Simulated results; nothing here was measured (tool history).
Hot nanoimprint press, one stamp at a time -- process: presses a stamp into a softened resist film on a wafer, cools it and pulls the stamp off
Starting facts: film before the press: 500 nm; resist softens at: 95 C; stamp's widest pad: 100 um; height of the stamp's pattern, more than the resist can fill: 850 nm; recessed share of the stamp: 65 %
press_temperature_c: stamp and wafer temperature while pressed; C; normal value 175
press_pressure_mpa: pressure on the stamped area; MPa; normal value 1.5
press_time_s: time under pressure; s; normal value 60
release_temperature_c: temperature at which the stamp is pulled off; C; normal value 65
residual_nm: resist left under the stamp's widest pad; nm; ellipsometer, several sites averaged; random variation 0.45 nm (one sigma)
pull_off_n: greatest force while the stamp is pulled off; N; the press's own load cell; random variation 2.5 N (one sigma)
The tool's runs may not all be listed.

run,day,press_temperature_c,press_pressure_mpa,press_time_s,release_temperature_c,residual_nm,pull_off_n
1,0,175,1.5,60,65,199.1,241
# day 1.333: plate thermocouple calibrated
2,1.742,175,1.5,60,65,200.9,244
3,3.625,175,1.5,60,65,202.9,257
# day 5.058: stamp cleaned and given a new release coat
4,5.188,175,1.5,60,65,203.7,213
# day 6.192: plate thermocouple calibrated, once more
5,6.246,175,1.5,60,73,194,176
6,7.521,175,1.5,60,54,195.3,250
7,8.825,175,1.5,60,54,195,264
8,10.054,175,1.5,104,65,161.5,220
9,11.733,175,1.25,95,64,187.5,227
10,13.004,177,1.5,51,65,200.8,227
11,14.608,166,1.5,60,61,244.2,255
12,15.475,166,1.5,60,61,245.7,258
13,17.429,167,1.34,60,58,257.4,272
14,18.608,175,1.55,60,57,198.1,288
# day 20.112: stamp cleaned and given a new release coat
15,20.133,175,1.55,60,57,197.9,234

Forecast each of these 5 alternatives for the next run:
A,21.971,175,1.08,105,59,?,?
B,21.971,178,1.79,60,60,?,?
C,21.971,166,1.55,60,57,?,?
D,21.971,174,1.55,39,57,?,?
E,21.971,174,1.89,60,65,?,?

run,residual_nm,pull_off_n
A,202.4,245
B,172.1,234
C,245.9,252
D,234.9,244
E,182.7,214
With no hidden state in the tool, these same runs would have given:
run,residual_nm,pull_off_n
A,192.7,231
B,162.3,221
C,232.3,238
D,222.8,231
E,171.8,202
